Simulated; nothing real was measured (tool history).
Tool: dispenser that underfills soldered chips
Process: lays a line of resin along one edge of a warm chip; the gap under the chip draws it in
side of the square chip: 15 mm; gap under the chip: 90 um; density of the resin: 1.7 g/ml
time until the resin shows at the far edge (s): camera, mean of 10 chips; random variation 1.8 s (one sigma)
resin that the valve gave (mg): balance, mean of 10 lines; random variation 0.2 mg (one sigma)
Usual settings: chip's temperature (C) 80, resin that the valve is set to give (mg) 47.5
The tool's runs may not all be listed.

run	hour	chip's temperature (C)	resin that the valve is set to give (mg)	time until the resin shows at the far edge (s)	resin that the valve gave (mg)
1	0	80	47.5	197.3	45.95
2	12.9	80	47.5	306.9	45.44
# hour 14.3: new syringe of resin
3	19.1	80	47.5	199.9	45.87
4	31.7	85	47.5	254.2	45.39
# hour 33.1: new syringe of resin
# hour 34.9: dispensing valve cleaned and set on the balance
5	39.7	85	47.5	172.1	47.18
6	50.4	85	47.5	246.8	47.34
# hour 52.8: new syringe of resin
7	63.3	85	47.5	203.4	47.2
# hour 70.9: new syringe of resin
8	76.8	88	41.3	160.8	40.57
# hour 88.9: new syringe of resin
9	91	88	41.3	140.2	41.12
10	102.9	67	46.5	438.8	46.03
# hour 107.4: new syringe of resin
11	116.8	78	41.1	258.2	40.63
12	122.9	68	51	438.6	49.95
# hour 125.6: new syringe of resin
13	133.2	86	55.6	176.6	54.47

Forecast each of these 5 alternatives for the next run:
A	140.5	94	47.5	?	?
B	140.5	70	50.4	?	?
C	140.5	77	43.4	?	?
D	140.5	82	48.2	?	?
E	140.5	83	51.1	?	?

run	time until the resin shows at the far edge (s)	resin that the valve gave (mg)
A	168.2	46.42
B	397.5	48.82
C	325.5	42.48
D	259.7	46.75
E	244.6	49.85
Without the tool's hidden state the same runs would have given:
run	time until the resin shows at the far edge (s)	resin that the valve gave (mg)
A	106.4	47.61
B	253.4	50.08
C	206.4	43.57
D	164.8	47.95
E	155.4	51.13
